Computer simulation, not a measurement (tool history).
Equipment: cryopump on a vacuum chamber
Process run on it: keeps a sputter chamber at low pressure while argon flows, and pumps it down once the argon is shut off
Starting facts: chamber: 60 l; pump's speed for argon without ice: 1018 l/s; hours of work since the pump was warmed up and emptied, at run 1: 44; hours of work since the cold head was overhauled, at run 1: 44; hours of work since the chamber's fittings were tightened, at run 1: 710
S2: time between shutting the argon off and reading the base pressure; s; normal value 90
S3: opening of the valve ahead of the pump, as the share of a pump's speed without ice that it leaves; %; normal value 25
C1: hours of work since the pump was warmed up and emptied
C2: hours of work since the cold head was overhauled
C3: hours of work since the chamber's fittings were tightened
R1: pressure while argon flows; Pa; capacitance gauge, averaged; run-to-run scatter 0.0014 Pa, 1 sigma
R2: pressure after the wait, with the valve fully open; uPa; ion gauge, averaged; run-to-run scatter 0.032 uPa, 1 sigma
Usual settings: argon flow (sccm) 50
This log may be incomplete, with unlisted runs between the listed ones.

Run 1, day 0: usual settings; C1 44; C2 44; C3 710. Result: R1 0.3341 Pa, R2 1.95 uPa.
Run 2, day 0.679: usual settings; C1 51; C2 51; C3 717. Result: R1 0.333 Pa, R2 1.94 uPa.
Run 3, day 1.996: usual settings; C1 65; C2 65; C3 730. Result: R1 0.3365 Pa, R2 1.98 uPa.
Run 4, day 3.392: usual settings; C1 79; C2 79; C3 744. Result: R1 0.3332 Pa, R2 1.94 uPa.
Run 5, day 4.408: usual settings; C1 89; C2 89; C3 754. Result: R1 0.3336 Pa, R2 2.02 uPa.
Run 6, day 5.654: usual settings; C1 102; C2 102; C3 767. Result: R1 0.3348 Pa, R2 1.94 uPa.
Run 7, day 7.262: usual settings; C1 118; C2 118; C3 783. Result: R1 0.3328 Pa, R2 2.06 uPa.
Run 8, day 8.546: usual settings but argon flow (sccm) 38; C1 131; C2 131; C3 796. Result: R1 0.2534 Pa, R2 2.04 uPa.
Run 9, day 9.846: usual settings but argon flow (sccm) 38; C1 144; C2 144; C3 809. Result: R1 0.2554 Pa, R2 2 uPa.
Run 10, day 10.692: usual settings but argon flow (sccm) 38, S3 50 %; C1 153; C2 153; C3 818. Result: R1 0.1288 Pa, R2 1.94 uPa.
Run 11, day 11.408: usual settings but argon flow (sccm) 38, S3 50 %; C1 160; C2 160; C3 825. Result: R1 0.128 Pa, R2 1.97 uPa.
Run 12, day 12.933: usual settings but argon flow (sccm) 38, S3 50 %; C1 175; C2 175; C3 841. Result: R1 0.1288 Pa, R2 2.05 uPa.
Run 13, day 13.971: usual settings but argon flow (sccm) 38, S3 50 %; C1 186; C2 186; C3 851. Result: R1 0.1292 Pa, R2 2.1 uPa.
Run 14, day 14.962: usual settings but S3 59 %; C1 196; C2 196; C3 861. Result: R1 0.1441 Pa, R2 2.08 uPa.
Run 15, day 15.842: usual settings but S3 59 %; C1 205; C2 205; C3 870. Result: R1 0.1443 Pa, R2 2.08 uPa.
Run 16, day 17.383: usual settings but S3 59 %; C1 220; C2 220; C3 886. Result: R1 0.1445 Pa, R2 2.03 uPa.
Run 17, day 18.258: usual settings but S3 59 %; C1 229; C2 229; C3 895. Result: R1 0.1454 Pa, R2 2.09 uPa.
Run 18, day 19.758: usual settings but S3 59 %; C1 245; C2 245; C3 910. Result: R1 0.1461 Pa, R2 2.08 uPa.
Run 19, day 20.5: usual settings but S3 59 %; C1 252; C2 252; C3 917. Result: R1 0.1448 Pa, R2 2.11 uPa.
Run 20, day 22.096: usual settings but argon flow (sccm) 68; C1 268; C2 268; C3 933. Result: R1 0.4596 Pa, R2 2.16 uPa.
Run 21, day 23.383: usual settings but argon flow (sccm) 76, S2 71 s, S3 16 %; C1 281; C2 281; C3 946. Result: R1 0.789 Pa, R2 2.46 uPa.
Run 22, day 24.5: usual settings but argon flow (sccm) 73, S3 34 %; C1 293; C2 293; C3 958. Result: R1 0.3644 Pa, R2 2.1 uPa.
Run 23, day 25.238: usual settings but argon flow (sccm) 59, S2 23 s, S3 40 %; C1 300; C2 300; C3 965. Result: R1 0.2517 Pa, R2 6.12 uPa.
Run 24, day 26.829: usual settings but argon flow (sccm) 59, S2 23 s, S3 40 %; C1 316; C2 316; C3 981. Result: R1 0.2519 Pa, R2 6.13 uPa.
Run 25, day 27.812: usual settings but argon flow (sccm) 59, S2 23 s, S3 40 %; C1 326; C2 326; C3 991. Result: R1 0.2514 Pa, R2 6.23 uPa.
Run 26, day 28.525: usual settings but S2 174 s, S3 39 %; C1 333; C2 333; C3 999. Result: R1 0.2192 Pa, R2 1.44 uPa.
Run 27, day 30.162: usual settings but argon flow (sccm) 26, S2 23 s, S3 26 %; C1 350; C2 350; C3 1015. Result: R1 0.1697 Pa, R2 6.07 uPa.
Run 28, day 31.075: usual settings but argon flow (sccm) 25, S2 38 s, S3 33 %; C1 359; C2 359; C3 1024. Result: R1 0.129 Pa, R2 3.9 uPa.
Run 29, day 31.746: usual settings but S2 41 s; C1 366; C2 366; C3 1031. Result: R1 0.3419 Pa, R2 3.75 uPa.
Run 30, day 33.196: usual settings but argon flow (sccm) 71, S2 191 s, S3 40 %; C1 381; C2 381; C3 1046. Result: R1 0.3025 Pa, R2 1.38 uPa.
Run 31, day 34.717: usual settings but argon flow (sccm) 71, S2 191 s, S3 40 %; C1 396; C2 396; C3 1061. Result: R1 0.3055 Pa, R2 1.42 uPa.
Run 32, day 36.029: usual settings but argon flow (sccm) 71, S2 191 s, S3 40 %; C1 409; C2 409; C3 1075. Result: R1 0.3045 Pa, R2 1.4 uPa.
Run 33, day 37.492: usual settings but argon flow (sccm) 89, S2 295 s, S3 57 %; C1 424; C2 424; C3 1089. Result: R1 0.2721 Pa, R2 1.16 uPa.
Run 34, day 38.479: usual settings but argon flow (sccm) 33, S2 132 s, S3 57 %; C1 434; C2 434; C3 1099. Result: R1 0.1013 Pa, R2 1.73 uPa.
Run 35, day 39.888: usual settings but argon flow (sccm) 56, S2 23 s, S3 44 %; C1 448; C2 448; C3 1114. Result: R1 0.2215 Pa, R2 6.04 uPa.

3 ways to go on from here, each from the tool as it stands after run 35. What would each give?
Run A, day 40.917: usual settings but argon flow (sccm) 66, S2 167 s, S3 15 %; C1 459; C2 459; C3 1124. Result: R1 ?, R2 ?.
Run B, day 40.917: usual settings but argon flow (sccm) 56, S2 256 s, S3 45 %; C1 459; C2 459; C3 1124. Result: R1 ?, R2 ?.
Run C, day 40.917: usual settings but argon flow (sccm) 32, S2 176 s; C1 459; C2 459; C3 1124. Result: R1 ?, R2 ?.

run      R1    R2
  A  0.7391  1.53
  B  0.2173  1.34
  C  0.2162  1.52
The same runs, with their run-to-run variation unchanged, on a tool lacking any hidden condition would have given:
run      R1    R2
  A  0.7278  1.02
  B  0.2077  0.81
  C  0.2108     1
